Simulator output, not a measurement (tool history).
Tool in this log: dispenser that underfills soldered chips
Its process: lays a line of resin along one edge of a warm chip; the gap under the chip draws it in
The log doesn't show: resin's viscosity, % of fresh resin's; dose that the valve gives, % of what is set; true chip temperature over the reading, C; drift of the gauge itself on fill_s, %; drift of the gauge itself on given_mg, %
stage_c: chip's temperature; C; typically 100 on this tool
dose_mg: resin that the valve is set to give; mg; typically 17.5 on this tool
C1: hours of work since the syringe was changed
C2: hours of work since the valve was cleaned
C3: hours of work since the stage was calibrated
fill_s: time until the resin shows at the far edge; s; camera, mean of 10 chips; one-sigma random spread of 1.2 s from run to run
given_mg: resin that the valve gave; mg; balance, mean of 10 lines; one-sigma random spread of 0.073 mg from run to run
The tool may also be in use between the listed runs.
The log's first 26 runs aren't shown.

{"run": 27, "hour": 179.8, "stage_c": 101, "dose_mg": 15.9, "C1": 6, "C2": 29, "C3": 121, "fill_s": 170.8, "given_mg": 15.52}
{"hour": 183.9, "done": "new syringe of resin"}
{"run": 28, "hour": 186.2, "stage_c": 111, "dose_mg": 16.4, "C1": 1, "C2": 32, "C3": 124, "fill_s": 89.7, "given_mg": 15.94}
{"run": 29, "hour": 191.7, "stage_c": 111, "dose_mg": 16.4, "C1": 5, "C2": 36, "C3": 128, "fill_s": 111.2, "given_mg": 15.96}
{"hour": 197.9, "done": "new syringe of resin"}
{"run": 30, "hour": 198.0, "stage_c": 111, "dose_mg": 16.4, "C1": 0, "C2": 40, "C3": 132, "fill_s": 80.8, "given_mg": 15.96}
{"run": 31, "hour": 204.0, "stage_c": 111, "dose_mg": 16.4, "C1": 4, "C2": 43, "C3": 135, "fill_s": 103, "given_mg": 15.94}
{"run": 32, "hour": 210.5, "stage_c": 111, "dose_mg": 16.4, "C1": 8, "C2": 47, "C3": 139, "fill_s": 132.2, "given_mg": 15.74}
{"hour": 212.5, "done": "new syringe of resin"}
{"run": 33, "hour": 215.1, "stage_c": 111, "dose_mg": 16.4, "C1": 2, "C2": 50, "C3": 142, "fill_s": 90, "given_mg": 15.8}
{"run": 34, "hour": 219.1, "stage_c": 112, "dose_mg": 17.4, "C1": 4, "C2": 53, "C3": 145, "fill_s": 100.3, "given_mg": 16.77}
{"run": 35, "hour": 224.7, "stage_c": 112, "dose_mg": 17.4, "C1": 8, "C2": 56, "C3": 148, "fill_s": 125.3, "given_mg": 16.58}
{"hour": 226.8, "done": "new syringe of resin"}
{"run": 36, "hour": 234.3, "stage_c": 102, "dose_mg": 15.5, "C1": 5, "C2": 62, "C3": 154, "fill_s": 151.9, "given_mg": 14.83}
{"run": 37, "hour": 239.5, "stage_c": 85, "dose_mg": 20.5, "C1": 8, "C2": 65, "C3": 157, "fill_s": 314.8, "given_mg": 19.59}

Here are 3 independent what-if runs from the current tool condition. What would each one return?
{"hour": 241.3, "done": "new syringe of resin"}
{"run": "A", "hour": 248.1, "stage_c": 91, "dose_mg": 17.3, "C1": 4, "C2": 70, "C3": 162, "fill_s": "?", "given_mg": "?"}
{"hour": 241.3, "done": "new syringe of resin"}
{"run": "B", "hour": 248.1, "stage_c": 91, "dose_mg": 20.5, "C1": 4, "C2": 70, "C3": 162, "fill_s": "?", "given_mg": "?"}
{"hour": 241.3, "done": "new syringe of resin"}
{"run": "C", "hour": 248.1, "stage_c": 85, "dose_mg": 17.4, "C1": 4, "C2": 70, "C3": 162, "fill_s": "?", "given_mg": "?"}

run=A fill_s=207.9 given_mg=16.55
run=B fill_s=200.1 given_mg=19.43
run=C fill_s=254.7 given_mg=16.48
Without the tool's hidden state the same runs would have given:
run=A fill_s=152 given_mg=17.44
run=B fill_s=147.3 given_mg=20.48
run=C fill_s=186.1 given_mg=17.37
